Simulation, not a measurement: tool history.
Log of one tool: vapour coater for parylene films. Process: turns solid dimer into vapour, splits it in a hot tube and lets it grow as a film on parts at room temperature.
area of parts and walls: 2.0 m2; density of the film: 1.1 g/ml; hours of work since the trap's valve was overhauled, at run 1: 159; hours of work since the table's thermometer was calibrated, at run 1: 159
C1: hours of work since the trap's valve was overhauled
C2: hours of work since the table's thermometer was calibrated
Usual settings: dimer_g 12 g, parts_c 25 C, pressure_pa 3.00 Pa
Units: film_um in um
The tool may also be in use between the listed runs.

Run 1, hour 0.0: usual settings; C1 159; C2 159. Result: film_um 2.80 um.
Run 2, hour 32.4: usual settings; C1 186; C2 186. Result: film_um 2.76 um.
At hour 58.6: trap's valve overhauled.
Run 3, hour 78.3: usual settings but dimer_g 10 g; C1 17; C2 222. Result: film_um 2.55 um.
Run 4, hour 131.7: usual settings; C1 62; C2 267. Result: film_um 2.94 um.
Run 5, hour 181.2: usual settings; C1 104; C2 309. Result: film_um 2.83 um.
Run 6, hour 213.9: usual settings; C1 132; C2 337. Result: film_um 2.78 um.
Run 7, hour 267.9: usual settings but pressure_pa 2.93 Pa; C1 178; C2 383. Result: film_um 2.73 um.
At hour 300.7: trap's valve overhauled.
Run 8, hour 317.9: usual settings but pressure_pa 2.93 Pa; C1 15; C2 422. Result: film_um 3.06 um.
Run 9, hour 353.4: usual settings but pressure_pa 2.93 Pa; C1 45; C2 452. Result: film_um 3.10 um.
Run 10, hour 420.1: usual settings but pressure_pa 2.93 Pa; C1 101; C2 509. Result: film_um 2.96 um.
Run 11, hour 457.1: usual settings but pressure_pa 2.93 Pa; C1 133; C2 540. Result: film_um 2.86 um.
Run 12, hour 506.6: usual settings but pressure_pa 2.93 Pa; C1 175; C2 582. Result: film_um 2.82 um.
At hour 544.3: trap's valve overhauled.
Run 13, hour 577.5: usual settings but pressure_pa 2.93 Pa; C1 28; C2 639. Result: film_um 3.14 um.
Run 14, hour 652.4: usual settings but dimer_g 7 g, parts_c 30 C, pressure_pa 4.17 Pa; C1 92; C2 702. Result: film_um 1.28 um.
Run 15, hour 719.1: usual settings but dimer_g 7 g, parts_c 30 C, pressure_pa 4.17 Pa; C1 148; C2 759. Result: film_um 1.24 um.
Run 16, hour 751.3: usual settings but dimer_g 7 g, parts_c 30 C, pressure_pa 4.17 Pa; C1 176; C2 786. Result: film_um 1.23 um.
At hour 785.0: trap's valve overhauled.
Run 17, hour 792.1: usual settings but dimer_g 7 g, parts_c 20 C, pressure_pa 4.17 Pa; C1 6; C2 818. Result: film_um 2.31 um.
At hour 815.3: table's thermometer calibrated.
Run 18, hour 867.9: usual settings but dimer_g 7 g, parts_c 20 C, pressure_pa 4.17 Pa; C1 70; C2 45. Result: film_um 2.15 um.
Run 19, hour 940.3: usual settings but dimer_g 7 g, parts_c 20 C, pressure_pa 4.17 Pa; C1 131; C2 106. Result: film_um 2.02 um.
Run 20, hour 1013.7: usual settings but dimer_g 7 g, parts_c 20 C, pressure_pa 4.17 Pa; C1 193; C2 168. Result: film_um 1.96 um.
At hour 1028.4: trap's valve overhauled.
Run 21, hour 1064.9: usual settings but parts_c 34 C, pressure_pa 11.61 Pa; C1 31; C2 209. Result: film_um 1.71 um.
Run 22, hour 1104.3: usual settings but parts_c 34 C, pressure_pa 11.61 Pa; C1 64; C2 242. Result: film_um 1.69 um.

Forecast each of these 4 alternatives for the next run:
Run A, hour 1142.5: usual settings but dimer_g 5 g, parts_c 24 C, pressure_pa 6.36 Pa; C1 97; C2 274. Result: film_um ?.
Run B, hour 1142.5: usual settings but dimer_g 17 g; C1 97; C2 274. Result: film_um ?.
Run C, hour 1142.5: usual settings but parts_c 27 C, pressure_pa 11.61 Pa; C1 97; C2 274. Result: film_um ?.
Run D, hour 1142.5: usual settings but dimer_g 14 g; C1 97; C2 274. Result: film_um ?.

run  film_um
  A     1.18
  B     4.04
  C     2.30
  D     3.32
Without the tool's hidden state the same runs would have given:
run  film_um
  A     1.27
  B     4.37
  C     2.49
  D     3.59
